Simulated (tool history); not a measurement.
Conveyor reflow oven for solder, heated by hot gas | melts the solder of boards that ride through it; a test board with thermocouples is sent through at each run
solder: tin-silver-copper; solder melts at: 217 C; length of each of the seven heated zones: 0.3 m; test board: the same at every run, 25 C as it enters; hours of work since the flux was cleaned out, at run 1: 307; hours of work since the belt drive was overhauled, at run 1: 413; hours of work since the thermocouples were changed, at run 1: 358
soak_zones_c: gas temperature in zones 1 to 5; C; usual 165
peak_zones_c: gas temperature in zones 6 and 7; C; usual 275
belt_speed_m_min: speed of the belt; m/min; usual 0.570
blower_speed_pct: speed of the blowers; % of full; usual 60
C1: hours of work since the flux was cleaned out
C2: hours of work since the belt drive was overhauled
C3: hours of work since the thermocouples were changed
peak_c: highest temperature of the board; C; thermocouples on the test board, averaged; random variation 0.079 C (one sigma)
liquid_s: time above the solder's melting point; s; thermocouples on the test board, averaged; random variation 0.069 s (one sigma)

run 1 day=0.000 | soak_zones_c=165 peak_zones_c=275 belt_speed_m_min=0.570 blower_speed_pct=60 | C1=307 C2=413 C3=358 | peak_c=247.55 liquid_s=39.79
-- day=0.946 flux residue cleaned out of gas plates and filters
run 2 day=0.954 | soak_zones_c=165 peak_zones_c=275 belt_speed_m_min=0.570 blower_speed_pct=60 | C1=0 C2=426 C3=372 | peak_c=249.12 liquid_s=41.44
run 3 day=1.996 | soak_zones_c=165 peak_zones_c=275 belt_speed_m_min=0.570 blower_speed_pct=60 | C1=18 C2=444 C3=390 | peak_c=249.08 liquid_s=41.45
run 4 day=3.383 | soak_zones_c=165 peak_zones_c=275 belt_speed_m_min=0.570 blower_speed_pct=60 | C1=43 C2=469 C3=414 | peak_c=248.98 liquid_s=41.42
run 5 day=4.808 | soak_zones_c=165 peak_zones_c=275 belt_speed_m_min=0.570 blower_speed_pct=60 | C1=68 C2=494 C3=439 | peak_c=248.87 liquid_s=41.33
run 6 day=6.042 | soak_zones_c=165 peak_zones_c=275 belt_speed_m_min=0.570 blower_speed_pct=60 | C1=90 C2=516 C3=461 | peak_c=248.89 liquid_s=41.33
run 7 day=7.204 | soak_zones_c=165 peak_zones_c=275 belt_speed_m_min=0.498 blower_speed_pct=60 | C1=110 C2=536 C3=482 | peak_c=254.51 liquid_s=52.56
run 8 day=8.038 | soak_zones_c=165 peak_zones_c=275 belt_speed_m_min=0.570 blower_speed_pct=60 | C1=125 C2=551 C3=496 | peak_c=248.86 liquid_s=41.31
run 9 day=8.938 | soak_zones_c=165 peak_zones_c=275 belt_speed_m_min=0.570 blower_speed_pct=60 | C1=141 C2=567 C3=512 | peak_c=248.61 liquid_s=41.07
run 10 day=10.192 | soak_zones_c=165 peak_zones_c=275 belt_speed_m_min=0.570 blower_speed_pct=60 | C1=163 C2=589 C3=534 | peak_c=248.67 liquid_s=41.15
run 11 day=10.912 | soak_zones_c=165 peak_zones_c=270 belt_speed_m_min=0.570 blower_speed_pct=60 | C1=175 C2=601 C3=547 | peak_c=244.54 liquid_s=38.09
run 12 day=11.717 | soak_zones_c=168 peak_zones_c=275 belt_speed_m_min=0.570 blower_speed_pct=60 | C1=190 C2=616 C3=561 | peak_c=249.28 liquid_s=42.33
run 13 day=13.162 | soak_zones_c=165 peak_zones_c=275 belt_speed_m_min=0.582 blower_speed_pct=60 | C1=215 C2=641 C3=586 | peak_c=247.48 liquid_s=39.41
run 14 day=13.892 | soak_zones_c=165 peak_zones_c=275 belt_speed_m_min=0.582 blower_speed_pct=60 | C1=228 C2=654 C3=599 | peak_c=247.46 liquid_s=39.37
run 15 day=14.738 | soak_zones_c=165 peak_zones_c=275 belt_speed_m_min=0.570 blower_speed_pct=60 | C1=243 C2=669 C3=614 | peak_c=248.33 liquid_s=41.07
run 16 day=15.792 | soak_zones_c=164 peak_zones_c=287 belt_speed_m_min=0.468 blower_speed_pct=62 | C1=261 C2=687 C3=633 | peak_c=267.29 liquid_s=64.27
run 17 day=16.754 | soak_zones_c=164 peak_zones_c=287 belt_speed_m_min=0.468 blower_speed_pct=62 | C1=278 C2=704 C3=650 | peak_c=267.34 liquid_s=64.36
run 18 day=17.562 | soak_zones_c=164 peak_zones_c=287 belt_speed_m_min=0.468 blower_speed_pct=62 | C1=292 C2=718 C3=664 | peak_c=267.29 liquid_s=64.18
run 19 day=18.142 | soak_zones_c=162 peak_zones_c=283 belt_speed_m_min=0.570 blower_speed_pct=65 | C1=303 C2=729 C3=674 | peak_c=255.80 liquid_s=45.31
run 20 day=18.938 | soak_zones_c=162 peak_zones_c=267 belt_speed_m_min=0.570 blower_speed_pct=59 | C1=317 C2=743 C3=688 | peak_c=240.69 liquid_s=33.92
-- day=19.338 flux residue cleaned out of gas plates and filters
run 21 day=20.092 | soak_zones_c=155 peak_zones_c=269 belt_speed_m_min=0.549 blower_speed_pct=69 | C1=13 C2=759 C3=705 | peak_c=247.83 liquid_s=40.81
run 22 day=20.812 | soak_zones_c=155 peak_zones_c=269 belt_speed_m_min=0.594 blower_speed_pct=69 | C1=26 C2=772 C3=717 | peak_c=244.33 liquid_s=34.74
run 23 day=22.096 | soak_zones_c=173 peak_zones_c=270 belt_speed_m_min=0.637 blower_speed_pct=67 | C1=49 C2=795 C3=740 | peak_c=245.60 liquid_s=36.86
run 24 day=22.700 | soak_zones_c=173 peak_zones_c=270 belt_speed_m_min=0.637 blower_speed_pct=67 | C1=59 C2=805 C3=751 | peak_c=245.53 liquid_s=36.79
run 25 day=23.375 | soak_zones_c=162 peak_zones_c=273 belt_speed_m_min=0.676 blower_speed_pct=60 | C1=71 C2=817 C3=763 | peak_c=239.08 liquid_s=26.66
run 26 day=24.442 | soak_zones_c=154 peak_zones_c=276 belt_speed_m_min=0.506 blower_speed_pct=71 | C1=90 C2=836 C3=781 | peak_c=257.09 liquid_s=51.43
run 27 day=25.508 | soak_zones_c=175 peak_zones_c=276 belt_speed_m_min=0.506 blower_speed_pct=59 | C1=109 C2=855 C3=800 | peak_c=257.15 liquid_s=56.96
run 28 day=26.408 | soak_zones_c=155 peak_zones_c=275 belt_speed_m_min=0.499 blower_speed_pct=60 | C1=124 C2=870 C3=816 | peak_c=253.24 liquid_s=49.15
run 29 day=27.142 | soak_zones_c=155 peak_zones_c=275 belt_speed_m_min=0.499 blower_speed_pct=60 | C1=137 C2=883 C3=829 | peak_c=253.37 liquid_s=49.22
-- day=27.471 belt drive overhauled, speed set with a stopwatch
run 30 day=28.288 | soak_zones_c=158 peak_zones_c=276 belt_speed_m_min=0.649 blower_speed_pct=88 | C1=155 C2=14 C3=846 | peak_c=251.12 liquid_s=35.99

Forecast each of these 5 alternatives for the next run:
run A day=29.608 | soak_zones_c=165 peak_zones_c=275 belt_speed_m_min=0.570 blower_speed_pct=71 | C1=178 C2=38 C3=869 | peak_c=? liquid_s=?
run B day=29.608 | soak_zones_c=162 peak_zones_c=285 belt_speed_m_min=0.570 blower_speed_pct=60 | C1=178 C2=38 C3=869 | peak_c=? liquid_s=?
run C day=29.608 | soak_zones_c=165 peak_zones_c=269 belt_speed_m_min=0.662 blower_speed_pct=60 | C1=178 C2=38 C3=869 | peak_c=? liquid_s=?
run D day=29.608 | soak_zones_c=158 peak_zones_c=276 belt_speed_m_min=0.467 blower_speed_pct=88 | C1=178 C2=38 C3=869 | peak_c=? liquid_s=?
run E day=29.608 | soak_zones_c=158 peak_zones_c=270 belt_speed_m_min=0.649 blower_speed_pct=56 | C1=178 C2=38 C3=869 | peak_c=? liquid_s=?

run=A peak_c=252.35 liquid_s=43.45
run=B peak_c=255.67 liquid_s=44.17
run=C peak_c=236.47 liquid_s=24.84
run=D peak_c=263.59 liquid_s=60.50
run=E peak_c=234.21 liquid_s=21.88
Without the tool's hidden state the same runs would have given:
run=A peak_c=252.28 liquid_s=43.67
run=B peak_c=255.68 liquid_s=44.37
run=C peak_c=236.62 liquid_s=25.22
run=D peak_c=263.18 liquid_s=60.62
run=E peak_c=234.37 liquid_s=22.25

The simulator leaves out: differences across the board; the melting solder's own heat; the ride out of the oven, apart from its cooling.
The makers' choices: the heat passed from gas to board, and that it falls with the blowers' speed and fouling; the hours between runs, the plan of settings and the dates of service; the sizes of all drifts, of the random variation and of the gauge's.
